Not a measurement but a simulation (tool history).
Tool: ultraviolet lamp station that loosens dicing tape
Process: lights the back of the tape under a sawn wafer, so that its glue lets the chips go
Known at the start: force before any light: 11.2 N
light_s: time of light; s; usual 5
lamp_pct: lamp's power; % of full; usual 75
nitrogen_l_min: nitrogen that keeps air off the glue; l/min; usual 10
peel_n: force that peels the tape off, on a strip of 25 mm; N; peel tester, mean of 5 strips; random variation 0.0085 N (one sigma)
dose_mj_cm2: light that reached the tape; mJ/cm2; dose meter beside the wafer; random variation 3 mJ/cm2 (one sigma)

run 1 hour=0.0 | light_s=5 lamp_pct=75 nitrogen_l_min=10 | peel_n=0.413 dose_mj_cm2=410
run 2 hour=10.0 | light_s=5 lamp_pct=75 nitrogen_l_min=6 | peel_n=0.704 dose_mj_cm2=409
run 3 hour=17.4 | light_s=5 lamp_pct=75 nitrogen_l_min=6 | peel_n=0.732 dose_mj_cm2=408
run 4 hour=28.9 | light_s=5 lamp_pct=75 nitrogen_l_min=6 | peel_n=0.726 dose_mj_cm2=400
run 5 hour=35.6 | light_s=5 lamp_pct=75 nitrogen_l_min=10 | peel_n=0.430 dose_mj_cm2=403
run 6 hour=46.0 | light_s=5 lamp_pct=70 nitrogen_l_min=10 | peel_n=0.531 dose_mj_cm2=380
-- hour=47.5 window cleaned of glue's vapour
run 7 hour=57.7 | light_s=5 lamp_pct=70 nitrogen_l_min=10 | peel_n=0.555 dose_mj_cm2=368
run 8 hour=67.0 | light_s=3 lamp_pct=65 nitrogen_l_min=10 | peel_n=1.871 dose_mj_cm2=206
run 9 hour=80.3 | light_s=5 lamp_pct=85 nitrogen_l_min=6 | peel_n=0.571 dose_mj_cm2=441
run 10 hour=92.0 | light_s=5 lamp_pct=85 nitrogen_l_min=6 | peel_n=0.591 dose_mj_cm2=439

Forecast each of these 3 alternatives for the next run:
run A hour=97.8 | light_s=5 lamp_pct=85 nitrogen_l_min=19 | peel_n=? dose_mj_cm2=?
run B hour=97.8 | light_s=5 lamp_pct=61 nitrogen_l_min=10 | peel_n=? dose_mj_cm2=?
run C hour=97.8 | light_s=5 lamp_pct=74 nitrogen_l_min=18 | peel_n=? dose_mj_cm2=?

run=A peel_n=0.236 dose_mj_cm2=442
run=B peel_n=0.799 dose_mj_cm2=312
run=C peel_n=0.312 dose_mj_cm2=376
Without the tool's hidden state the same runs would have given:
run=A peel_n=0.198 dose_mj_cm2=515
run=B peel_n=0.561 dose_mj_cm2=364
run=C peel_n=0.238 dose_mj_cm2=439
